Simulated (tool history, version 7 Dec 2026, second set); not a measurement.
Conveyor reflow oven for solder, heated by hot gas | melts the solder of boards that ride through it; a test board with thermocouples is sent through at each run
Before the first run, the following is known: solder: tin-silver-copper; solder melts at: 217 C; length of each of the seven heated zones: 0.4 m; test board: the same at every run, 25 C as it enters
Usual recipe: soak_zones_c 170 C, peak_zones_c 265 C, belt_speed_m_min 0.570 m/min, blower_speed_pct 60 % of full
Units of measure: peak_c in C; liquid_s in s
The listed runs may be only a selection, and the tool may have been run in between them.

Run 1, hour 0.0: usual settings. Result: peak_c 251.2 C, liquid_s 62.7 s.
At hour 9.6: flux residue cleaned out of gas plates and filters.
Run 2, hour 16.1: usual settings but soak_zones_c 166 C. Result: peak_c 251.7 C, liquid_s 62.1 s.
Run 3, hour 29.1: usual settings but soak_zones_c 166 C. Result: peak_c 251.5 C, liquid_s 62.3 s.
Run 4, hour 53.9: usual settings but soak_zones_c 166 C. Result: peak_c 251.4 C, liquid_s 62.1 s.
Run 5, hour 75.7: usual settings but soak_zones_c 166 C. Result: peak_c 251.5 C, liquid_s 62.2 s.
Run 6, hour 93.7: usual settings but belt_speed_m_min 0.618 m/min. Result: peak_c 249.6 C, liquid_s 56.6 s.
Run 7, hour 113.1: usual settings but belt_speed_m_min 0.618 m/min. Result: peak_c 249.6 C, liquid_s 56.2 s.
Run 8, hour 134.9: usual settings but belt_speed_m_min 0.618 m/min. Result: peak_c 249.4 C, liquid_s 56.2 s.
Run 9, hour 147.7: usual settings but soak_zones_c 172 C. Result: peak_c 251.8 C, liquid_s 64.7 s.
Run 10, hour 169.6: usual settings but soak_zones_c 172 C. Result: peak_c 251.5 C, liquid_s 64.4 s.
Run 11, hour 192.3: usual settings. Result: peak_c 251.2 C, liquid_s 63.6 s.
At hour 198.4: belt drive overhauled, speed set with a stopwatch.
Run 12, hour 217.9: usual settings. Result: peak_c 251.2 C, liquid_s 64.3 s.
Run 13, hour 236.5: usual settings. Result: peak_c 251.4 C, liquid_s 64.1 s.
At hour 258.9: belt drive overhauled, speed set with a stopwatch, once more.
Run 14, hour 261.4: usual settings. Result: peak_c 251.0 C, liquid_s 62.0 s.
Run 15, hour 279.7: usual settings but peak_zones_c 256 C. Result: peak_c 242.2 C, liquid_s 54.6 s.
Run 16, hour 302.9: usual settings but peak_zones_c 256 C. Result: peak_c 242.3 C, liquid_s 54.4 s.
Run 17, hour 317.8: usual settings but peak_zones_c 272 C. Result: peak_c 257.0 C, liquid_s 66.5 s.
Run 18, hour 332.4: usual settings but peak_zones_c 255 C, blower_speed_pct 54 % of full. Result: peak_c 239.8 C, liquid_s 51.1 s.
Run 19, hour 348.1: usual settings but peak_zones_c 269 C, blower_speed_pct 64 % of full. Result: peak_c 254.7 C, liquid_s 65.3 s.
Run 20, hour 370.4: usual settings but belt_speed_m_min 0.580 m/min. Result: peak_c 249.8 C, liquid_s 60.0 s.
Run 21, hour 391.0: usual settings but belt_speed_m_min 0.580 m/min. Result: peak_c 249.9 C, liquid_s 59.7 s.
Run 22, hour 402.7: usual settings but belt_speed_m_min 0.580 m/min. Result: peak_c 249.6 C, liquid_s 59.6 s.
At hour 416.0: flux residue cleaned out of gas plates and filters.
Run 23, hour 424.2: usual settings but soak_zones_c 172 C, peak_zones_c 269 C. Result: peak_c 254.7 C, liquid_s 66.3 s.
Run 24, hour 439.5: usual settings but peak_zones_c 278 C, belt_speed_m_min 0.509 m/min, blower_speed_pct 87 % of full. Result: peak_c 270.2 C, liquid_s 84.5 s.
Run 25, hour 458.5: usual settings but soak_zones_c 164 C, peak_zones_c 279 C, belt_speed_m_min 0.527 m/min, blower_speed_pct 87 % of full. Result: peak_c 270.1 C, liquid_s 79.7 s.
Run 26, hour 476.8: usual settings but soak_zones_c 164 C, peak_zones_c 279 C, belt_speed_m_min 0.527 m/min, blower_speed_pct 87 % of full. Result: peak_c 270.1 C, liquid_s 79.6 s.
Run 27, hour 491.8: usual settings but soak_zones_c 164 C, peak_zones_c 279 C, belt_speed_m_min 0.527 m/min, blower_speed_pct 87 % of full. Result: peak_c 269.7 C, liquid_s 79.5 s.
Run 28, hour 502.5: usual settings but peak_zones_c 274 C. Result: peak_c 259.7 C, liquid_s 68.3 s.
Run 29, hour 518.4: usual settings but soak_zones_c 182 C, peak_zones_c 262 C. Result: peak_c 249.7 C, liquid_s 66.6 s.
At hour 526.1: thermocouples of zones 6 and 7 changed.
Run 30, hour 541.1: usual settings but soak_zones_c 182 C, peak_zones_c 262 C. Result: peak_c 252.1 C, liquid_s 68.5 s.
Run 31, hour 559.8: usual settings but soak_zones_c 160 C, belt_speed_m_min 0.626 m/min, blower_speed_pct 67 % of full. Result: peak_c 251.3 C, liquid_s 53.5 s.

Hidden state or all else? Some run-to-run changes of peak_c, split into what the settings, what came in and random variation would give without the hidden state, and what is left for the hidden state (with any gauge scatter that isn't in both results):
The tool's hidden condition here consists of: heat that the gas passes to the board, % of a clean oven's; belt's true speed, % of the reading; true gas temperature in zones 6 and 7 over the reading, C; drift of the gauge itself on peak_c, C; drift of the gauge itself on liquid_s, %.
Run 1 -> 2: soak_zones_c 170 -> 166, flux residue cleaned out of gas plates and filters. peak_c +0.5 C: hidden state +1.2, all else -0.7.
Run 17 -> 18: peak_zones_c 272 -> 255, blower_speed_pct 60 -> 54. peak_c -17.2 C: hidden state +0.1, all else -17.3.
Run 18 -> 19: peak_zones_c 255 -> 269, blower_speed_pct 54 -> 64. peak_c +14.9 C: hidden state -0.3, all else +15.2.
Run 22 -> 23: soak_zones_c 170 -> 172, peak_zones_c 265 -> 269, belt_speed_m_min 0.580 -> 0.570, flux residue cleaned out of gas plates and filters. peak_c +5.1 C: hidden state +1.0, all else +4.1.
Run 23 -> 24: soak_zones_c 172 -> 170, peak_zones_c 269 -> 278, belt_speed_m_min 0.570 -> 0.509, blower_speed_pct 60 -> 87. peak_c +15.5 C: hidden state -0.1, all else +15.6.
Run 29 -> 30: thermocouples of zones 6 and 7 changed. peak_c +2.4 C: hidden state +3.0, all else -0.6.
